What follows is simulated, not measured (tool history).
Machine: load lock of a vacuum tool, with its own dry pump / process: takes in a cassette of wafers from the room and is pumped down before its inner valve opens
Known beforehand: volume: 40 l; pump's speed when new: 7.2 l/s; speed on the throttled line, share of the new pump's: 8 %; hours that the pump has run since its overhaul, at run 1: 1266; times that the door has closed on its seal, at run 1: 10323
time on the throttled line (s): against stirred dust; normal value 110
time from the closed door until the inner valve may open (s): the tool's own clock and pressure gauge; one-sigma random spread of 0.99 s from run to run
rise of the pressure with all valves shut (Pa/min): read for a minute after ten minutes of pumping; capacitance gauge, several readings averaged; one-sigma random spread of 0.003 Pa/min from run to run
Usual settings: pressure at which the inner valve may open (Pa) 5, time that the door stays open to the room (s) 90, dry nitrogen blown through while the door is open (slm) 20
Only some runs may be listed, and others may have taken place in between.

run	hour	time on the throttled line (s)	pressure at which the inner valve may open (Pa)	time that the door stays open to the room (s)	dry nitrogen blown through while the door is open (slm)	hours that the pump has run since its overhaul	times that the door has closed on its seal	incoming humidity of the room's air, %	time from the closed door until the inner valve may open (s)	rise of the pressure with all valves shut (Pa/min)
1	0	110	5	90	20	1266	10323	43.4	157.3	0.032
2	574.8	95	5	90	20	1841	11199	44.7	142.8	0.03
3	1029	95	5	90	20	2295	11891	45.9	142.2	0.029
4	1678.9	95	5	90	20	2945	12882	41.8	143.7	0.032
5	2293.1	95	5	90	20	3559	13818	45.7	142.2	0.031
6	2664.9	110	5	90	20	3931	14384	46.5	159.2	0.029
7	3051.3	110	5	90	42	4318	14973	45	156.4	0.015
8	3545.8	110	7	90	20	4812	15726	43.9	154.5	0.032
9	4086	188	5	90	20	5352	16549	48.2	228.9	0.033
10	4417.5	188	5	90	20	5684	17055	45.7	229.6	0.032
11	4879.7	188	5	90	20	6146	17759	44.1	230.6	0.028
12	5557.4	90	5	34	20	6824	18792	43.5	140.2	0.019
13	6046.7	110	8	26	20	7313	19537	44.7	154.1	0.015
14	6621.7	110	4	36	20	7888	20413	46	159.1	0.024
15	7164.9	110	5	36	33	8431	21241	44.3	159	0.015
16	7837.6	110	5	36	33	9104	22266	46.8	156.1	0.016
17	8520.2	110	6	36	33	9786	23306	45.5	158.6	0.017
# hour 8580.1: dry pump taken out, an overhauled one fitted
18	8925.5	110	6	36	33	345	23915	44.5	156.6	0.009
19	9206.9	193	4	31	20	627	24343	44.6	233.9	0.024
20	9824.6	173	8	31	20	1245	25285	46.5	212.1	0.011
21	10420.5	173	8	37	41	1840	26193	42.8	213	0.008
22	10860.1	110	5	104	19	2280	26862	42.2	156.3	0.031

The same runs without the tool's hidden state, with the same run-to-run variation:
Unlogged tool condition in this case: pump's speed, % of a new pump's; leak at the door's seal, Pa l/s; drift of the gauge itself on ready_s, %; drift of the gauge itself on rise_pa_min, %.
run	rise of the pressure with all valves shut (Pa/min)
1	0.032
2	0.029
3	0.029
4	0.031
5	0.03
6	0.028
7	0.014
8	0.031
9	0.031
10	0.031
11	0.026
12	0.017
13	0.013
14	0.022
15	0.013
16	0.014
17	0.014
18	0.007
19	0.022
20	0.009
21	0.005
22	0.028
time from the closed door until the inner valve may open (s): at most 0.1 away from the measurement, every run.
